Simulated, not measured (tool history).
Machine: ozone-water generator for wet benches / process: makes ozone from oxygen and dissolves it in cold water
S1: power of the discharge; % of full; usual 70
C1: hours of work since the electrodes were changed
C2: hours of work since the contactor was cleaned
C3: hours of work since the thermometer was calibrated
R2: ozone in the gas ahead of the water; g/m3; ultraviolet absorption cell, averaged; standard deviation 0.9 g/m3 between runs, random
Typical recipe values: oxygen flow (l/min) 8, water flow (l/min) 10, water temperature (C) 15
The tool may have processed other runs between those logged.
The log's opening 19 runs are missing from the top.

{"run": 20, "hour": 3031.4, "S1": 40, "oxygen flow (l/min)": 14.33, "water flow (l/min)": 6, "water temperature (C)": 15, "C1": 5197, "C2": 1646, "C3": 470, "dissolved ozone (ppm)": 22.3, "R2": 83}
{"run": 21, "hour": 3181.2, "S1": 81, "oxygen flow (l/min)": 4.8, "water flow (l/min)": 11, "water temperature (C)": 15, "C1": 5292, "C2": 1741, "C3": 565, "dissolved ozone (ppm)": 28.8, "R2": 200.5}
{"run": 22, "hour": 3404.0, "S1": 81, "oxygen flow (l/min)": 4.8, "water flow (l/min)": 11, "water temperature (C)": 15, "C1": 5433, "C2": 1882, "C3": 706, "dissolved ozone (ppm)": 29.1, "R2": 199.5}
{"run": 23, "hour": 3622.3, "S1": 81, "oxygen flow (l/min)": 4.8, "water flow (l/min)": 11, "water temperature (C)": 15, "C1": 5572, "C2": 2021, "C3": 845, "dissolved ozone (ppm)": 29, "R2": 198.4}
{"run": 24, "hour": 3825.7, "S1": 70, "oxygen flow (l/min)": 10.56, "water flow (l/min)": 7, "water temperature (C)": 9, "C1": 5701, "C2": 2150, "C3": 974, "dissolved ozone (ppm)": 36.7, "R2": 131.7}
{"run": 25, "hour": 4025.9, "S1": 41, "oxygen flow (l/min)": 4.06, "water flow (l/min)": 7, "water temperature (C)": 20, "C1": 5828, "C2": 2277, "C3": 1101, "dissolved ozone (ppm)": 23.8, "R2": 142}
{"run": 26, "hour": 4242.2, "S1": 76, "oxygen flow (l/min)": 8, "water flow (l/min)": 6, "water temperature (C)": 15, "C1": 5965, "C2": 2414, "C3": 1238, "dissolved ozone (ppm)": 38.1, "R2": 156.7}
{"run": 27, "hour": 4367.7, "S1": 76, "oxygen flow (l/min)": 4.21, "water flow (l/min)": 6, "water temperature (C)": 8, "C1": 6045, "C2": 2494, "C3": 1318, "dissolved ozone (ppm)": 47.5, "R2": 202.6}
{"run": 28, "hour": 4523.3, "S1": 70, "oxygen flow (l/min)": 13.56, "water flow (l/min)": 10, "water temperature (C)": 15, "C1": 6143, "C2": 2592, "C3": 1416, "dissolved ozone (ppm)": 25.4, "R2": 119.3}
{"run": 29, "hour": 4652.6, "S1": 49, "oxygen flow (l/min)": 13.56, "water flow (l/min)": 7, "water temperature (C)": 14, "C1": 6225, "C2": 2674, "C3": 1498, "dissolved ozone (ppm)": 24.4, "R2": 95.9}
{"run": 30, "hour": 4771.5, "S1": 87, "oxygen flow (l/min)": 8, "water flow (l/min)": 10, "water temperature (C)": 19, "C1": 6301, "C2": 2750, "C3": 1574, "dissolved ozone (ppm)": 28.8, "R2": 169.7}
{"hour": 4900.5, "done": "electrodes of the discharge changed"}
{"run": 31, "hour": 5004.3, "S1": 41, "oxygen flow (l/min)": 8, "water flow (l/min)": 10, "water temperature (C)": 15, "C1": 66, "C2": 2894, "C3": 1718, "dissolved ozone (ppm)": 20, "R2": 107.9}
{"run": 32, "hour": 5117.7, "S1": 41, "oxygen flow (l/min)": 8, "water flow (l/min)": 10, "water temperature (C)": 15, "C1": 138, "C2": 2966, "C3": 1790, "dissolved ozone (ppm)": 20.3, "R2": 107.2}

Consider 5 possible next runs. They are alternatives, not a sequence: every one starts from the tool as it was left by run 32. What does each give?
{"run": "A", "hour": 5258.1, "S1": 70, "oxygen flow (l/min)": 4.5, "water flow (l/min)": 13, "water temperature (C)": 15, "C1": 227, "C2": 3055, "C3": 1879, "dissolved ozone (ppm)": "?", "R2": "?"}
{"run": "B", "hour": 5258.1, "S1": 95, "oxygen flow (l/min)": 8, "water flow (l/min)": 10, "water temperature (C)": 9, "C1": 227, "C2": 3055, "C3": 1879, "dissolved ozone (ppm)": "?", "R2": "?"}
{"run": "C", "hour": 5258.1, "S1": 46, "oxygen flow (l/min)": 8, "water flow (l/min)": 10, "water temperature (C)": 15, "C1": 227, "C2": 3055, "C3": 1879, "dissolved ozone (ppm)": "?", "R2": "?"}
{"run": "D", "hour": 5258.1, "S1": 58, "oxygen flow (l/min)": 12.28, "water flow (l/min)": 10, "water temperature (C)": 12, "C1": 227, "C2": 3055, "C3": 1879, "dissolved ozone (ppm)": "?", "R2": "?"}
{"run": "E", "hour": 5258.1, "S1": 70, "oxygen flow (l/min)": 6.42, "water flow (l/min)": 9, "water temperature (C)": 18, "C1": 227, "C2": 3055, "C3": 1879, "dissolved ozone (ppm)": "?", "R2": "?"}

run=A dissolved_ozone_(ppm)=23.1 R2=189.7
run=B dissolved_ozone_(ppm)=37.8 R2=177.7
run=C dissolved_ozone_(ppm)=21.6 R2=115.1
run=D dissolved_ozone_(ppm)=25.1 R2=110.9
run=E dissolved_ozone_(ppm)=28 R2=162
Take away the tool's hidden state, keep each run's random variation, and the runs would have read:
run=A dissolved_ozone_(ppm)=23.1 R2=189.7
run=B dissolved_ozone_(ppm)=37.9 R2=177.7
run=C dissolved_ozone_(ppm)=21.6 R2=115.1
run=D dissolved_ozone_(ppm)=25.1 R2=110.9
run=E dissolved_ozone_(ppm)=28 R2=162
